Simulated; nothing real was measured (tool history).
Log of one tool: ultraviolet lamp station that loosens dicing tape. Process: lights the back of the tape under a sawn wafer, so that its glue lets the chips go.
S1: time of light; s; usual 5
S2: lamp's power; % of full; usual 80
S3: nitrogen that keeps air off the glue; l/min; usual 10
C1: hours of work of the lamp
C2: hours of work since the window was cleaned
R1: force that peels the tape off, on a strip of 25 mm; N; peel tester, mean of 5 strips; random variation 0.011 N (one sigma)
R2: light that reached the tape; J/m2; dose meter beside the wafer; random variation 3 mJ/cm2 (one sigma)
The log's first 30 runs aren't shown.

| run | hour | S1 | S2 | S3 | C1 | C2 | R1 | R2 |
|---|---|---|---|---|---|---|---|---|
| 31 | 424.3 | 8 | 80 | 4 | 322 | 170 | 0.459 | 6090 |
| 32 | 435.5 | 4 | 80 | 12 | 330 | 179 | 0.721 | 3070 |
| 33 | 446.3 | 5 | 66 | 13 | 338 | 187 | 0.698 | 3090 |
| 34 | 464 | 5 | 66 | 13 | 352 | 200 | 0.697 | 3120 |
| 35 | 478.5 | 5 | 69 | 15 | 362 | 211 | 0.64 | 3240 |
| 36 | 496.9 | 3 | 60 | 8 | 376 | 225 | 1.435 | 1650 |
| 37 | 510 | 3 | 70 | 11 | 386 | 235 | 1.202 | 1940 |
| 38 | 525.3 | 4 | 67 | 4 | 397 | 246 | 1.234 | 2470 |
| 39 | 543.1 | 4 | 67 | 4 | 411 | 259 | 1.232 | 2470 |
| 40 | 551.8 | 5 | 80 | 18 | 417 | 266 | 0.556 | 3580 |
| 41 | 567.9 | 5 | 69 | 10 | 429 | 278 | 0.729 | 3050 |
| 42 | 578.1 | 4 | 69 | 9 | 437 | 285 | 1.022 | 2440 |
| 43 | 595.8 | 5 | 68 | 11 | 450 | 299 | 0.757 | 2970 |

Forecast each of these 5 alternatives for the next run:
| A | 607.1 | 7 | 68 | 11 | 459 | 307 | ? | ? |
| B | 607.1 | 2 | 100 | 17 | 459 | 307 | ? | ? |
| C | 607.1 | 5 | 95 | 17 | 459 | 307 | ? | ? |
| D | 607.1 | 5 | 80 | 5 | 459 | 307 | ? | ? |
| E | 607.1 | 3 | 80 | 10 | 459 | 307 | ? | ? |

| run | R1 | R2 |
|---|---|---|
| A | 0.496 | 4180 |
| B | 1.209 | 1720 |
| C | 0.461 | 4170 |
| D | 0.83 | 3510 |
| E | 1.106 | 2110 |
Without the tool's hidden state the same runs would have given:
| run | R1 | R2 |
|---|---|---|
| A | 0.369 | 5350 |
| B | 0.956 | 2220 |
| C | 0.349 | 5340 |
| D | 0.621 | 4500 |
| E | 0.866 | 2700 |
